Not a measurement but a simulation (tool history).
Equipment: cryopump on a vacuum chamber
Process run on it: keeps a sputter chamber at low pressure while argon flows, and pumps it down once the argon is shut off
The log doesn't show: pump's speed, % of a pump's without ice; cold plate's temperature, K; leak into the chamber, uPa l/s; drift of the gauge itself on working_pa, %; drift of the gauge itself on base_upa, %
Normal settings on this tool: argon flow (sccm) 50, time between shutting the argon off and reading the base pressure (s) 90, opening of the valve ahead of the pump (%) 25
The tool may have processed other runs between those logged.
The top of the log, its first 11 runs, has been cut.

run	hour	argon flow (sccm)	time between shutting the argon off and reading the base pressure (s)	opening of the valve ahead of the pump (%)	hours of work since the pump was warmed up and emptied	hours of work since the cold head was overhauled	hours of work since the chamber's fittings were tightened	pressure while argon flows (Pa)	pressure after the wait (uPa)
12	318.9	50	90	18	384	384	15	0.1907	0.68
13	359.1	50	90	18	409	409	41	0.1915	0.7
14	378.1	50	90	18	421	421	53	0.1912	0.67
15	403.1	50	90	18	437	437	69	0.1904	0.72
16	429.1	50	90	25	453	453	85	0.1379	0.63
17	455.4	50	90	25	470	470	102	0.1372	0.71
18	495	58	90	48	495	495	126	0.0848	0.72
19	514.4	58	90	48	507	507	139	0.085	0.68
20	545	32	23	43	526	526	158	0.0523	2.27
21	572.3	33	98	43	543	543	175	0.0537	0.64
22	609.3	50	54	24	567	567	199	0.1442	1.05
23	635.6	24	90	25	583	583	215	0.0669	0.76
24	666.7	31	90	31	603	603	235	0.0701	0.7

The next listed run, before its measurement:
25	686.3	31	90	31	615	615	247	?	?

For run 25 the tool returned pressure while argon flows (Pa) 0.0703, pressure after the wait (uPa) 0.76.
Were there no unlogged condition in the tool, this run, its random variation unchanged, would have produced pressure while argon flows (Pa) 0.0682, pressure after the wait (uPa) 0.66.

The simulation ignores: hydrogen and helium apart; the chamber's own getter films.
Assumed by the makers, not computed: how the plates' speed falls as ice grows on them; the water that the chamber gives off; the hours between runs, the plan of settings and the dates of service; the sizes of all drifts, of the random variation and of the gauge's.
